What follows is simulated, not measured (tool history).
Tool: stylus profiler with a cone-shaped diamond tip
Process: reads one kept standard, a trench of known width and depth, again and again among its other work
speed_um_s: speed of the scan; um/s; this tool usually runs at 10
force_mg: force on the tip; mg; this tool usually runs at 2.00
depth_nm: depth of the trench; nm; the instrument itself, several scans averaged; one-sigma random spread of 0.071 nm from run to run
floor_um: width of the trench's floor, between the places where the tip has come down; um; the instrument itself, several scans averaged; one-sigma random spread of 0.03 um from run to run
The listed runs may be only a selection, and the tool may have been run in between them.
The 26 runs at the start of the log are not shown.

run    hour  speed_um_s  force_mg  depth_nm  floor_um
 27  1638.1           8      0.79    201.93     27.77
 28  1675.1          31      1.05    202.17     27.72
 29  1712.9          31      1.05    202.23     27.66
 30  1779.5           2      0.86    201.97     27.74
 31  1820.8           2      0.86    202.19     27.73
 32  1864.6          18      1.12    202.24     27.75
 33  1929.3          36      2.02    202.74     27.63
     1937.3  -- height scale calibrated on a step standard
 34  1991.2          32      3.45    202.75     27.66
 35  2069.5           2      1.10    201.25     27.72
 36  2106.6           2      1.10    201.37     27.65
 37  2140.8          16      4.40    203.41     27.64
 38  2196.3           5      1.13    201.44     27.70

Below are 3 alternative next runs, each starting from the tool's condition after run 38. Predict each:
  A  2231.4          10      1.45         ?         ?
  B  2231.4          11      3.93         ?         ?
  C  2231.4           2      2.83         ?         ?

run  depth_nm  floor_um
  A    201.75     27.65
  B    203.18     27.62
  C    202.55     27.73
With no hidden state in the tool, these same runs would have given:
run  depth_nm  floor_um
  A    201.65     27.99
  B    203.07     27.97
  C    202.45     28.07

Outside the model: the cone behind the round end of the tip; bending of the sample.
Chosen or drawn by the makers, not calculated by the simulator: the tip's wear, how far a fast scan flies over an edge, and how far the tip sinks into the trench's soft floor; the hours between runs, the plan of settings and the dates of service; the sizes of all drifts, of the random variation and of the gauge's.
